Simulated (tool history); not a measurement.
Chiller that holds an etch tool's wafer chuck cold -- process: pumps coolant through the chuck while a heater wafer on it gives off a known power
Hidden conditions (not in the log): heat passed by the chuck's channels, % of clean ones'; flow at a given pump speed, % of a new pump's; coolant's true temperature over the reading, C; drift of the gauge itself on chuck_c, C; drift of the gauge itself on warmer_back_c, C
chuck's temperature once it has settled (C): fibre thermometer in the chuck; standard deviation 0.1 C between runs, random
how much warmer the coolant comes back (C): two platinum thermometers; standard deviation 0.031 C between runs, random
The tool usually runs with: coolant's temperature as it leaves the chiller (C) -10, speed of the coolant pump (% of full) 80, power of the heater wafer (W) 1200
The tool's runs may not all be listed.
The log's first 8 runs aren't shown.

| run | day | coolant's temperature as it leaves the chiller (C) | speed of the coolant pump (% of full) | power of the heater wafer (W) | hours since the coolant was changed and the channels were flushed | hours since the pump was overhauled | hours since the chiller's thermometer was calibrated | chuck's temperature once it has settled (C) | how much warmer the coolant comes back (C) |
|---|---|---|---|---|---|---|---|---|---|
| 9 | 36.475 | -10 | 80 | 1200 | 977 | 5686 | 328 | -1.5 | 2.57 |
| 10 | 39.562 | -10 | 80 | 1200 | 1051 | 5760 | 402 | -1.5 | 2.55 |
| 11 | 43.054 | -10 | 95 | 1200 | 1135 | 5844 | 486 | -2.9 | 2.13 |
| 12 | 47.225 | -10 | 95 | 1200 | 1235 | 5944 | 586 | -2.6 | 2.21 |
| 13 | 52.312 | -10 | 80 | 654 | 1357 | 6066 | 708 | -5.5 | 1.45 |
| 14 | 55.717 | -10 | 63 | 1200 | 1439 | 6148 | 790 | 0.4 | 3.25 |
| 15 | 58.479 | -10 | 80 | 1200 | 1505 | 6214 | 856 | -1.4 | 2.57 |
| 16 | 64.225 | -10 | 80 | 1200 | 1643 | 6352 | 994 | -1.7 | 2.52 |
| 17 | 68.712 | -15 | 63 | 1027 | 1750 | 6460 | 1101 | -6.1 | 2.80 |
| 18 | 73.379 | -4 | 88 | 782 | 1862 | 6572 | 1214 | 1.1 | 1.44 |
| 19 | 77.842 | -4 | 88 | 782 | 1970 | 6679 | 1321 | 0.9 | 1.46 |
| 20 | 82.475 | -4 | 88 | 992 | 2081 | 6790 | 1432 | 2.4 | 1.93 |
| 21 | 85.688 | -10 | 99 | 1200 | 2158 | 6867 | 1509 | -3.1 | 2.06 |
| 22 | 88.662 | -10 | 72 | 1200 | 2229 | 6939 | 1580 | -0.9 | 2.84 |
| 23 | 91.404 | -10 | 72 | 1200 | 2295 | 7005 | 1646 | -0.7 | 2.80 |
| 24 | 96.912 | -7 | 79 | 1200 | 2427 | 7137 | 1778 | 1.5 | 2.60 |
| 25 | 99.688 | -7 | 77 | 1606 | 2494 | 7203 | 1845 | 4.7 | 3.53 |
| 26 | 104.383 | -12 | 77 | 1606 | 2607 | 7316 | 1958 | -0.1 | 3.63 |
| 27 | 107.225 | -5 | 77 | 1200 | 2675 | 7384 | 2026 | 3.9 | 2.68 |
| 28 | 110.712 | -17 | 96 | 1005 | 2758 | 7468 | 2110 | -10.8 | 1.76 |
| 29 | 114.854 | -17 | 98 | 1475 | 2858 | 7567 | 2209 | -8.2 | 2.58 |
| 30 | 118.029 | -17 | 66 | 1475 | 2934 | 7644 | 2285 | -4.7 | 3.78 |
| 31 | 122.896 | -19 | 82 | 1200 | 3051 | 7760 | 2402 | -10.6 | 2.51 |
| 32 | 127.254 | -10 | 80 | 1041 | 3155 | 7865 | 2506 | -2.7 | 2.21 |

Consider 3 possible next runs. They are alternatives, not a sequence: every one starts from the tool as it was left by run 32. What does each give?
| A | 132.721 | -13 | 80 | 963 | 3287 | 7996 | 2638 | ? | ? |
| B | 132.721 | -11 | 99 | 799 | 3287 | 7996 | 2638 | ? | ? |
| C | 132.721 | -15 | 80 | 939 | 3287 | 7996 | 2638 | ? | ? |

| run | chuck's temperature once it has settled (C) | how much warmer the coolant comes back (C) |
|---|---|---|
| A | -6.4 | 2.09 |
| B | -6.4 | 1.32 |
| C | -8.6 | 2.03 |
Stripped of hidden state, with their random variation kept, the same runs would have yielded:
| run | chuck's temperature once it has settled (C) | how much warmer the coolant comes back (C) |
|---|---|---|
| A | -6.4 | 2.09 |
| B | -6.4 | 1.32 |
| C | -8.6 | 2.03 |

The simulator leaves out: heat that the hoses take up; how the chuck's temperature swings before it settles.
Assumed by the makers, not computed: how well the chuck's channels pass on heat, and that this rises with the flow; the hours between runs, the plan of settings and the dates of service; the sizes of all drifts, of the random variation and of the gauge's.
